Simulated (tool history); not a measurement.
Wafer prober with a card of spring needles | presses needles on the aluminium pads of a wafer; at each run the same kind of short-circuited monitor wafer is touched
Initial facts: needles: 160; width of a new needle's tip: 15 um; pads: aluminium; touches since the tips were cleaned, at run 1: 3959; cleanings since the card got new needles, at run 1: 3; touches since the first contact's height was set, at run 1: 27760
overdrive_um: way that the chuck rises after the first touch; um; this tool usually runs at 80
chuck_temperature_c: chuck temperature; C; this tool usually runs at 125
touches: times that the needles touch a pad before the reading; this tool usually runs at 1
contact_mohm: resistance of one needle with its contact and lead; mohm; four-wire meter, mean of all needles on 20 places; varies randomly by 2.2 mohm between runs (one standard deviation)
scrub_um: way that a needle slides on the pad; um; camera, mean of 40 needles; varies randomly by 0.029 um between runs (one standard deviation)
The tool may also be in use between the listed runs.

run   hour  overdrive_um  chuck_temperature_c  touches  touches since the tips were cleaned  cleanings since the card got new needles  touches since the first contact's height was set  contact_mohm  scrub_um
  1      0            80                  125        1                                 3959                                         3                                             27760           250     21.97
  2    7.4            80                  125        1                                 5663                                         3                                             29464           252        22
      12.9  -- tips cleaned on abrasive film
  3   14.2            80                  125        1                                  297                                         4                                             30996           247     21.92
  4   19.5            80                   90        1                                 1507                                         4                                             32206           241     21.99
  5   26.3            80                   90        1                                 3069                                         4                                             33768           242     21.87
  6   32.4            80                   90        1                                 4476                                         4                                             35175           238     21.94
  7   37.3            80                   90        1                                 5586                                         4                                             36285           241     21.86
      42.8  -- tips cleaned on abrasive film
  8   44.1            80                  125        1                                  279                                         5                                             37819           251     21.88
  9   50.1            80                  125        1                                 1676                                         5                                             39216           247     21.85
 10   55.7            80                  125        1                                 2943                                         5                                             40483           250      21.8
 11   60.1            80                  125        1                                 3967                                         5                                             41507           250     21.81
 12   66.2            80                  125        1                                 5355                                         5                                             42895           250     21.81
 13   71.5            80                   31        1                                 6568                                         5                                             44108           223     21.74
      72.8  -- tips cleaned on abrasive film
 14     76            62                  125        1                                  751                                         6                                             45129           254     16.89
 15   84.7            80                   30        1                                 2740                                         6                                             47118           221     21.78
 16   89.8            80                   30        1                                 3905                                         6                                             48283           228     21.77
 17   97.1            80                  125        1                                 5574                                         6                                             49952           246     21.73
     102.6  -- tips cleaned on abrasive film
 18  105.2            80                  125        1                                  604                                         7                                             51797           247     21.76
 19  114.2            80                  125        1                                 2664                                         7                                             53857           245     21.68
 20    123            95                   88        1                                 4686                                         7                                             55879           234     25.66
 21  130.6            79                   88        2                                 6438                                         7                                             57631           242      21.4
     132.8  -- tips cleaned on abrasive film
 22  138.8            79                   88        2                                 1375                                         8                                             59481           238     21.37
 23  142.9            67                   82        1                                 2309                                         8                                             60415           242     18.08
 24  149.3            67                   28        2                                 3775                                         8                                             61881           226     18.03
 25  154.9            74                   35        1                                 5072                                         8                                             63178           226     19.98
 26    161            80                   97        3                                 6457                                         8                                             64563           241     21.57
     162.9  -- tips cleaned on abrasive film
 27  170.7            94                   31        2                                 1785                                         9                                             66766           224     25.33
 28  180.3            72                   44        2                                 3994                                         9                                             68975           230     19.45
 29  185.6            84                   31        1                                 5214                                         9                                             70195           225     22.67
       193  -- tips cleaned on abrasive film
 30  194.3            91                  125        1                                  284                                        10                                             72160           248     24.52
 31    202            91                  125        1                                 2050                                        10                                             73926           248     24.47
 32    206            70                   28        2                                 2977                                        10                                             74853           224     18.81
 33  211.1            70                   28        2                                 4149                                        10                                             76025           227     18.86
 34  216.9            93                  120        3                                 5477                                        10                                             77353           248     24.96

Here are 5 independent what-if runs from the current tool condition. What would each one return?
     222.9  -- tips cleaned on abrasive film
  A  225.5            61                   77        3                                  594                                        11                                             79289             ?         ?
     222.9  -- tips cleaned on abrasive film
  B  225.5            91                  125        1                                  594                                        11                                             79289             ?         ?
     222.9  -- tips cleaned on abrasive film
  C  225.5            80                  125        1                                  594                                        11                                             79289             ?         ?
     222.9  -- tips cleaned on abrasive film
  D  225.5            84                   39        2                                  594                                        11                                             79289             ?         ?
     222.9  -- tips cleaned on abrasive film
  E  225.5            80                   90        1                                  594                                        11                                             79289             ?         ?

run  contact_mohm  scrub_um
  A           240     16.39
  B           249     24.42
  C           249      21.5
  D           225     22.54
  E           240     21.44
With the hidden condition removed and each run's random variation left untouched, the same runs would have given:
run  contact_mohm  scrub_um
  A           240     16.78
  B           249        25
  C           249     22.01
  D           225     23.07
  E           240     21.95
